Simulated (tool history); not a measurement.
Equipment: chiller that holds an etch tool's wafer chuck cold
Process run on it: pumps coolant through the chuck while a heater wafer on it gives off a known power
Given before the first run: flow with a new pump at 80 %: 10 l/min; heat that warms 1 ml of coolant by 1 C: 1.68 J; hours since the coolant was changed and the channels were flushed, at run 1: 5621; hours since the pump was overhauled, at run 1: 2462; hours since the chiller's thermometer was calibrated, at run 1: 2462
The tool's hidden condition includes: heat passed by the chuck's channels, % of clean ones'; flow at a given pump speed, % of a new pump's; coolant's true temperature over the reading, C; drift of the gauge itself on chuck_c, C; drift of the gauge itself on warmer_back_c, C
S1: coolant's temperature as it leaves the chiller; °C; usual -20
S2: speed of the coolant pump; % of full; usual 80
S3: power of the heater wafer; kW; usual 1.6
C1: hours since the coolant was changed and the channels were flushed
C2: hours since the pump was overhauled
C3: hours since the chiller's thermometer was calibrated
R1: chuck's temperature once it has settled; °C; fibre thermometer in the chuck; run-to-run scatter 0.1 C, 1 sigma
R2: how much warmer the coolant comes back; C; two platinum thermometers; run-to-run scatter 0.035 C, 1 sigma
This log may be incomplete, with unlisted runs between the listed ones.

{"run": 1, "hour": 0.0, "S1": -20, "S2": 80, "S3": 1.6, "C1": 5621, "C2": 2462, "C3": 2462, "R1": 5.6, "R2": 5.9}
{"run": 2, "hour": 75.2, "S1": -20, "S2": 80, "S3": 1.6, "C1": 5697, "C2": 2538, "C3": 2538, "R1": 5.7, "R2": 5.97}
{"run": 3, "hour": 122.7, "S1": -20, "S2": 80, "S3": 1.6, "C1": 5744, "C2": 2585, "C3": 2585, "R1": 5.6, "R2": 5.96}
{"run": 4, "hour": 171.9, "S1": -20, "S2": 80, "S3": 1.6, "C1": 5793, "C2": 2634, "C3": 2634, "R1": 5.7, "R2": 5.95}
{"run": 5, "hour": 240.4, "S1": -20, "S2": 80, "S3": 1.6, "C1": 5862, "C2": 2703, "C3": 2703, "R1": 5.8, "R2": 5.92}
{"run": 6, "hour": 284.6, "S1": -20, "S2": 80, "S3": 1.6, "C1": 5906, "C2": 2747, "C3": 2747, "R1": 5.8, "R2": 5.98}
{"run": 7, "hour": 321.7, "S1": -17, "S2": 73, "S3": 1.348, "C1": 5943, "C2": 2784, "C3": 2784, "R1": 5.9, "R2": 5.49}
{"run": 8, "hour": 409.9, "S1": -21, "S2": 93, "S3": 1.349, "C1": 6031, "C2": 2872, "C3": 2872, "R1": -0.5, "R2": 4.41}
{"run": 9, "hour": 479.4, "S1": -15, "S2": 85, "S3": 1.935, "C1": 6101, "C2": 2942, "C3": 2942, "R1": 15.6, "R2": 6.82}
{"run": 10, "hour": 568.6, "S1": -15, "S2": 85, "S3": 1.935, "C1": 6190, "C2": 3031, "C3": 3031, "R1": 15.8, "R2": 6.81}
{"run": 11, "hour": 628.0, "S1": -16, "S2": 80, "S3": 1.976, "C1": 6249, "C2": 3090, "C3": 3090, "R1": 16.3, "R2": 7.38}

Alternative continuations, all from the tool just after run 11; predict every row:
{"run": "A", "hour": 669.4, "S1": -21, "S2": 66, "S3": 1.984, "C1": 6291, "C2": 3132, "C3": 3132, "R1": "?", "R2": "?"}
{"run": "B", "hour": 669.4, "S1": -20, "S2": 67, "S3": 1.1, "C1": 6291, "C2": 3132, "C3": 3132, "R1": "?", "R2": "?"}
{"run": "C", "hour": 669.4, "S1": -16, "S2": 90, "S3": 1.614, "C1": 6291, "C2": 3132, "C3": 3132, "R1": "?", "R2": "?"}

run=A R1=14.5 R2=8.93
run=B R1=-0.2 R2=4.94
run=C R1=9.3 R2=5.4
Without the tool's unlogged condition, the same runs would have read:
run=A R1=7.1 R2=8.47
run=B R1=-4.5 R2=4.68
run=C R1=3.9 R2=5.12
